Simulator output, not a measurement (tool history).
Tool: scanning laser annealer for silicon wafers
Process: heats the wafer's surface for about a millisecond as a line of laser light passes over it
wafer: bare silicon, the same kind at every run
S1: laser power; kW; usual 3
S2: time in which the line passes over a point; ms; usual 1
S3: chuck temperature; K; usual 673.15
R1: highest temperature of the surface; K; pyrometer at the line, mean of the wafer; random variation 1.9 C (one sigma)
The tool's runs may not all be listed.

run,hour,S1,S2,S3,R1
1,0,3,1,673.15,1411.15
# hour 18: optics aligned, line set to its width
2,21.8,3.048,1,673.15,1430.15
3,44.7,2.895,1,673.15,1385.15
4,70.4,2.895,1,673.15,1385.15
5,92,2.895,1,673.15,1381.15
6,118.5,2.895,1.04,673.15,1396.15
7,141.9,2.895,1.04,673.15,1392.15
8,158.6,3,1,673.15,1409.15
9,173.7,3,1,673.15,1411.15
10,190.6,3,1,673.15,1410.15
11,216.2,3,1,673.15,1408.15
# hour 219.7: window over the wafer cleaned
12,235.8,3,1,673.15,1392.15
13,258.9,3,1,673.15,1387.15
14,271.9,3,0.98,673.15,1380.15
15,297,3,1,667.15,1378.15
16,318.8,3,1,667.15,1380.15
17,344,3,1,667.15,1380.15
# hour 366.3: window over the wafer cleaned, once more
18,371.9,2.561,1,673.15,1314.15
19,390.3,2.633,1,673.15,1334.15
20,402.2,2.633,1,673.15,1332.15
21,425.6,3,1,639.15,1408.15
22,441.2,3.124,1.07,673.15,1505.15
23,459.8,3.124,1.07,673.15,1505.15
24,484.5,2.604,0.71,659.15,1203.15
25,506.5,2.921,0.82,708.15,1374.15
26,531.4,3,1.18,673.15,1503.15
27,556.8,3,1,705.15,1466.15
28,577.9,2.581,0.76,658.15,1209.15
29,596.3,3,1.03,667.15,1438.15
30,620.6,2.664,0.92,673.15,1302.15
31,637.9,2.848,1.01,673.15,1388.15

Run 32 comes next. What will it give?
32,650.8,2.745,0.72,643.15,?

{"run 32": {"R1": 1217.15}}
Without the tool's hidden state the same run would have given R1 1230.15 K.
